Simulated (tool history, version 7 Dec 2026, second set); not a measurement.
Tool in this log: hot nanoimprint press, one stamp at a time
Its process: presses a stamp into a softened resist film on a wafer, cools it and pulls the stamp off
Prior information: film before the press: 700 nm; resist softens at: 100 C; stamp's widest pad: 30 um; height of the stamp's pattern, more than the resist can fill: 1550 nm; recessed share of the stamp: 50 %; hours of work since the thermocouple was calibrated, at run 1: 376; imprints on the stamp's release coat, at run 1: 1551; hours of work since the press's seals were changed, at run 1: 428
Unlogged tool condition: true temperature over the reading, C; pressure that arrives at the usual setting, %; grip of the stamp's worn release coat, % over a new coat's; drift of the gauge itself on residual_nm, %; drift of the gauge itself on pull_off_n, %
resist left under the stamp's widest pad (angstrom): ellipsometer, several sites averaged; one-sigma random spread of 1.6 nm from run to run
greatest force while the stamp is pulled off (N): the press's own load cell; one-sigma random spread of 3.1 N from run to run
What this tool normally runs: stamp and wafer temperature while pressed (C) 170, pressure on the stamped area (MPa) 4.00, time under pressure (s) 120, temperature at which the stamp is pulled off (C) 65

run,day,stamp and wafer temperature while pressed (C),pressure on the stamped area (MPa),time under pressure (s),temperature at which the stamp is pulled off (C),hours of work since the thermocouple was calibrated,imprints on the stamp's release coat,hours of work since the press's seals were changed,resist left under the stamp's widest pad (angstrom),greatest force while the stamp is pulled off (N)
1,0.000,170,4.00,120,65,376,1551,428,2263,186
2,1.746,170,4.00,120,65,403,1698,454,2231,197
# day 3.196: stamp cleaned and given a new release coat
3,3.967,170,4.00,120,65,433,65,484,2243,139
4,5.633,170,4.66,120,65,458,206,509,2066,145
# day 7.329: press's hydraulic seals changed and the load cell set to zero
5,8.604,170,4.66,120,65,498,428,19,2019,154
6,10.725,170,4.66,120,65,530,607,52,2001,161
# day 13.612: plate thermocouple calibrated
7,13.612,170,5.54,120,65,0,840,93,1658,159
8,16.542,170,5.54,120,65,44,1087,138,1647,170
9,18.133,170,5.54,120,65,69,1221,162,1639,177
10,19.829,160,2.72,120,65,94,1364,188,3997,177
# day 20.862: plate thermocouple calibrated, once more
11,23.083,170,4.88,120,65,34,1628,235,2263,203
# day 25.379: stamp cleaned and given a new release coat
12,25.471,170,4.88,77,66,66,8,268,2692,137
13,27.479,170,3.26,120,65,97,177,298,2684,156
14,29.746,169,4.00,143,65,131,368,333,2407,160
15,32.950,169,4.00,143,65,180,638,381,2365,161
16,34.567,169,4.00,143,65,204,775,406,2361,170

Forecast each of these 4 alternatives for the next run:
A,36.988,163,2.47,120,72,241,979,442,?,?
B,36.988,170,3.74,64,51,241,979,442,?,?
C,36.988,177,5.69,120,66,241,979,442,?,?
D,36.988,181,4.00,120,58,241,979,442,?,?

run,resist left under the stamp's widest pad (angstrom),greatest force while the stamp is pulled off (N)
A,4237,155
B,3151,228
C,1318,174
D,1259,197
Without the tool's hidden state the same runs would have given:
run,resist left under the stamp's widest pad (angstrom),greatest force while the stamp is pulled off (N)
A,4430,129
B,3306,189
C,1382,145
D,1321,164
